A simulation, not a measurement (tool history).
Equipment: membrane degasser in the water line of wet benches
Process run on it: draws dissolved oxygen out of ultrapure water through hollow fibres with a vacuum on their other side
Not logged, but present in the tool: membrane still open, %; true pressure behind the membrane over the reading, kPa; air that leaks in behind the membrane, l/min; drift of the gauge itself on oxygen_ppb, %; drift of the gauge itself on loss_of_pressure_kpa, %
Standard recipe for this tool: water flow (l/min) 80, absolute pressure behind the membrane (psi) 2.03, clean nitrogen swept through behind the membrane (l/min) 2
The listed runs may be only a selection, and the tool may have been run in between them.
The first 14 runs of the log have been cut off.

run,hour,water flow (l/min),absolute pressure behind the membrane (psi),clean nitrogen swept through behind the membrane (l/min),hours since the membrane was changed,hours since the vacuum gauge was calibrated,hours since the vacuum lines were made tight,dissolved oxygen in the water behind the degasser (ppb),pressure that the water loses in the fibres (psi)
15,3043.1,80,2.03,2,10309,406,6028,842.4,7.543
16,3204.1,80,4.92,2,10470,567,6189,2000.6,7.41
17,3396.6,93,4.92,2.59,10663,759,6381,1888.7,8.737
18,3610.7,80,3.96,2,10877,973,6595,1665.3,7.501
19,3863.7,77,2.38,1.14,11130,1226,6848,1408.2,7.255
20,4111.3,77,2.38,1.14,11378,1474,7096,1412.1,7.229
# hour 4343.6: seals of the vacuum lines changed
21,4363.2,77,1.97,1.14,11628,1724,20,1158.1,7.284
22,4655.9,80,2.03,3.54,11920,2017,312,561.1,7.558
23,4785.5,80,2.03,3.54,12050,2146,442,560.6,7.567
24,4967.8,80,2.03,3.54,12232,2329,624,562.5,7.561
25,5138.4,75,4.99,3.54,12403,2499,795,1301.4,7.126
26,5340.9,71,3.86,4.76,12605,2702,997,773.3,6.731
27,5521.4,49,1.32,3.96,12786,2882,1178,181.8,4.628

Run 28 has not been measured yet. What should we expect?
28,5655.5,49,1.32,3.96,12920,3016,1312,?,?

Run 28 produced dissolved oxygen in the water behind the degasser (ppb) 182.4, pressure that the water loses in the fibres (psi) 4.677.
On a tool with no hidden condition, and with the same random variation, this run would have come out at dissolved oxygen in the water behind the degasser (ppb) 173.2, pressure that the water loses in the fibres (psi) 4.186.
